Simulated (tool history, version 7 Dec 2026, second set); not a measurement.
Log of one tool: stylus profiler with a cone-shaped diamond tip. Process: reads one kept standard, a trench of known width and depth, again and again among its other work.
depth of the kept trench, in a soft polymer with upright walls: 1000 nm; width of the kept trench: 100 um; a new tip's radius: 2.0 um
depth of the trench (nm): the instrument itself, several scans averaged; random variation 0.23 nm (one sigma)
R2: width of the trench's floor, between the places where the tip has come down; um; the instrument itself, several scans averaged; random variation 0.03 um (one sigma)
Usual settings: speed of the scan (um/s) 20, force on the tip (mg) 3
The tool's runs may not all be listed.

Run 1, hour 0: usual settings. Result: depth of the trench (nm) 1006.97, R2 95.7 um.
Run 2, hour 41.5: usual settings. Result: depth of the trench (nm) 1007.19, R2 95.67 um.
Run 3, hour 86.7: usual settings but force on the tip (mg) 1.07. Result: depth of the trench (nm) 1002.05, R2 95.59 um.
Run 4, hour 159.2: usual settings but speed of the scan (um/s) 10. Result: depth of the trench (nm) 1007.19, R2 95.63 um.
Run 5, hour 222.9: usual settings but speed of the scan (um/s) 10. Result: depth of the trench (nm) 1006.69, R2 95.67 um.
Run 6, hour 286.2: usual settings but speed of the scan (um/s) 10. Result: depth of the trench (nm) 1006.65, R2 95.64 um.
Run 7, hour 345.3: usual settings. Result: depth of the trench (nm) 1006.91, R2 95.58 um.
Run 8, hour 408.4: usual settings but force on the tip (mg) 6.75. Result: depth of the trench (nm) 1013.87, R2 95.59 um.
Run 9, hour 468.3: usual settings. Result: depth of the trench (nm) 1006.66, R2 95.6 um.
Run 10, hour 506.4: usual settings. Result: depth of the trench (nm) 1006.94, R2 95.55 um.
Run 11, hour 546.2: usual settings. Result: depth of the trench (nm) 1006.88, R2 95.58 um.
Run 12, hour 619.2: usual settings. Result: depth of the trench (nm) 1006.49, R2 95.55 um.
Run 13, hour 694.3: usual settings. Result: depth of the trench (nm) 1006.69, R2 95.5 um.
Run 14, hour 761.2: usual settings. Result: depth of the trench (nm) 1006.69, R2 95.55 um.
Run 15, hour 839.2: usual settings. Result: depth of the trench (nm) 1006.62, R2 95.46 um.
Run 16, hour 875.5: usual settings. Result: depth of the trench (nm) 1006.39, R2 95.43 um.
Run 17, hour 953: usual settings. Result: depth of the trench (nm) 1006.73, R2 95.45 um.

The next listed run, before its measurement:
Run 18, hour 1016.4: usual settings but force on the tip (mg) 7.31. Result: depth of the trench (nm) ?, R2 ?.

Run 18 gave depth of the trench (nm) 1014.35, R2 95.45 um.
Without the tool's hidden state the same run would have given depth of the trench (nm) 1017.69, R2 96.5 um.
